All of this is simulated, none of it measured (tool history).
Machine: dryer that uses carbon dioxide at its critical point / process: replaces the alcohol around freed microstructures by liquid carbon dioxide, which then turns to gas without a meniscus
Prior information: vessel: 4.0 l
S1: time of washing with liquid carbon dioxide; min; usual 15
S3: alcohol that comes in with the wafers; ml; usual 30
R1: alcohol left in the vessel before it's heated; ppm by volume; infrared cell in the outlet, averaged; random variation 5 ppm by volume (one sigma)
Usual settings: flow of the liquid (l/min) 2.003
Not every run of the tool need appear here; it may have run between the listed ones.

Run 1, hour 0: usual settings. Result: R1 158 ppm by volume.
Run 2, hour 26.2: usual settings but S1 19 min. Result: R1 164 ppm by volume.
Run 3, hour 56.9: usual settings. Result: R1 174 ppm by volume.
Run 4, hour 77.4: usual settings. Result: R1 177 ppm by volume.
At hour 99.2: purifier's bed changed.
Run 5, hour 121.2: usual settings but S3 22 ml. Result: R1 13 ppm by volume.
Run 6, hour 151.4: usual settings but S3 22 ml. Result: R1 21 ppm by volume.
Run 7, hour 188.2: usual settings but flow of the liquid (l/min) 2.44, S3 22 ml. Result: R1 24 ppm by volume.
Run 8, hour 228.9: usual settings but S1 19 min, flow of the liquid (l/min) 1.93, S3 82 ml. Result: R1 35 ppm by volume.
Run 9, hour 250: usual settings but S1 21 min, flow of the liquid (l/min) 1.56. Result: R1 41 ppm by volume.
Run 10, hour 290.9: usual settings but S1 21 min, flow of the liquid (l/min) 2.72, S3 48 ml. Result: R1 41 ppm by volume.
At hour 309.8: inlet filter changed.
Run 11, hour 318.6: usual settings but S1 12 min, flow of the liquid (l/min) 2.72, S3 31 ml. Result: R1 39 ppm by volume.
Run 12, hour 355.2: usual settings but S1 12 min, flow of the liquid (l/min) 2.72, S3 31 ml. Result: R1 63 ppm by volume.

Each row is a separate what-if for the run after 12, all from the same tool condition, not one after another. Results?
Run A, hour 377.5: usual settings but S1 18 min, flow of the liquid (l/min) 1.57, S3 57 ml. Result: R1 ?.
Run B, hour 377.5: usual settings but S1 21 min, S3 51 ml. Result: R1 ?.
Run C, hour 377.5: usual settings but S1 12 min, flow of the liquid (l/min) 1.37, S3 31 ml. Result: R1 ?.
Run D, hour 377.5: usual settings but S1 21 min, flow of the liquid (l/min) 1.86, S3 37 ml. Result: R1 ?.
Run E, hour 377.5: usual settings but flow of the liquid (l/min) 2.52, S3 76 ml. Result: R1 ?.

run   R1
  A   82
  B   63
  C  226
  D   63
  E   60
Without the tool's unlogged condition, the same runs would have read:
run   R1
  A   26
  B    8
  C  158
  D    9
  E    7
